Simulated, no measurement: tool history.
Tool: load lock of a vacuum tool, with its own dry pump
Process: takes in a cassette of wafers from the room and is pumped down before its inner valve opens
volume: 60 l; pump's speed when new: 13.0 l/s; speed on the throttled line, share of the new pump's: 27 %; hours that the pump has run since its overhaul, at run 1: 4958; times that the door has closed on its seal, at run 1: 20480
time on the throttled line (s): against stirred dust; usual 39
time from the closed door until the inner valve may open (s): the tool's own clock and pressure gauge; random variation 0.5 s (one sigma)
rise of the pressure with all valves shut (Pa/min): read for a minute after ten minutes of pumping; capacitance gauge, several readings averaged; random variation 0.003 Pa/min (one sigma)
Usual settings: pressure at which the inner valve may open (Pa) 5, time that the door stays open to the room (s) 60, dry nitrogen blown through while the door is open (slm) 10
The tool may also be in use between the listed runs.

| run | hour | time on the throttled line (s) | pressure at which the inner valve may open (Pa) | time that the door stays open to the room (s) | dry nitrogen blown through while the door is open (slm) | hours that the pump has run since its overhaul | times that the door has closed on its seal | incoming humidity of the room's air, % | time from the closed door until the inner valve may open (s) | rise of the pressure with all valves shut (Pa/min) |
|---|---|---|---|---|---|---|---|---|---|---|
| 1 | 0.0 | 39 | 5 | 60 | 10 | 4958 | 20480 | 46.0 | 75.2 | 0.079 |
| 2 | 604.9 | 39 | 5 | 60 | 10 | 5563 | 21630 | 44.9 | 76.0 | 0.079 |
| 3 | 1235.6 | 39 | 5 | 60 | 10 | 6194 | 22829 | 40.0 | 74.2 | 0.080 |
| 4 | 1679.1 | 39 | 5 | 60 | 10 | 6637 | 23671 | 46.2 | 75.8 | 0.084 |
| 5 | 2036.4 | 39 | 5 | 60 | 10 | 6994 | 24350 | 46.0 | 75.9 | 0.081 |
| 6 | 2415.0 | 39 | 5 | 60 | 10 | 7373 | 25070 | 45.3 | 76.2 | 0.087 |
| 7 | 2983.0 | 39 | 5 | 60 | 10 | 7941 | 26150 | 43.8 | 75.8 | 0.090 |
| 8 | 3644.5 | 39 | 8 | 60 | 10 | 8602 | 27407 | 47.2 | 73.6 | 0.095 |
| 9 | 3919.3 | 43 | 8 | 60 | 25 | 8877 | 27929 | 41.4 | 76.4 | 0.075 |
| 10 | 4532.8 | 29 | 6 | 123 | 10 | 9491 | 29095 | 44.0 | 67.9 | 0.138 |
| 11 | 4975.4 | 39 | 6 | 60 | 10 | 9933 | 29936 | 43.5 | 75.4 | 0.099 |
| 12 | 5340.8 | 38 | 6 | 91 | 23 | 10299 | 30630 | 46.0 | 75.2 | 0.112 |

Forecast each of these 5 alternatives for the next run:
| A | 5983.9 | 39 | 5 | 99 | 10 | 10942 | 31852 | 44.9 | ? | ? |
| B | 5983.9 | 63 | 6 | 32 | 5 | 10942 | 31852 | 42.0 | ? | ? |
| C | 5983.9 | 39 | 5 | 60 | 32 | 10942 | 31852 | 43.9 | ? | ? |
| D | 5983.9 | 57 | 5 | 60 | 5 | 10942 | 31852 | 43.6 | ? | ? |
| E | 5983.9 | 22 | 6 | 106 | 23 | 10942 | 31852 | 45.2 | ? | ? |

| run | time from the closed door until the inner valve may open (s) | rise of the pressure with all valves shut (Pa/min) |
|---|---|---|
| A | 76.5 | 0.129 |
| B | 92.8 | 0.088 |
| C | 76.8 | 0.093 |
| D | 88.8 | 0.114 |
| E | 63.3 | 0.121 |
Without the tool's hidden state the same runs would have given:
| run | time from the closed door until the inner valve may open (s) | rise of the pressure with all valves shut (Pa/min) |
|---|---|---|
| A | 74.7 | 0.074 |
| B | 91.4 | 0.032 |
| C | 75.0 | 0.037 |
| D | 87.3 | 0.058 |
| E | 61.4 | 0.065 |

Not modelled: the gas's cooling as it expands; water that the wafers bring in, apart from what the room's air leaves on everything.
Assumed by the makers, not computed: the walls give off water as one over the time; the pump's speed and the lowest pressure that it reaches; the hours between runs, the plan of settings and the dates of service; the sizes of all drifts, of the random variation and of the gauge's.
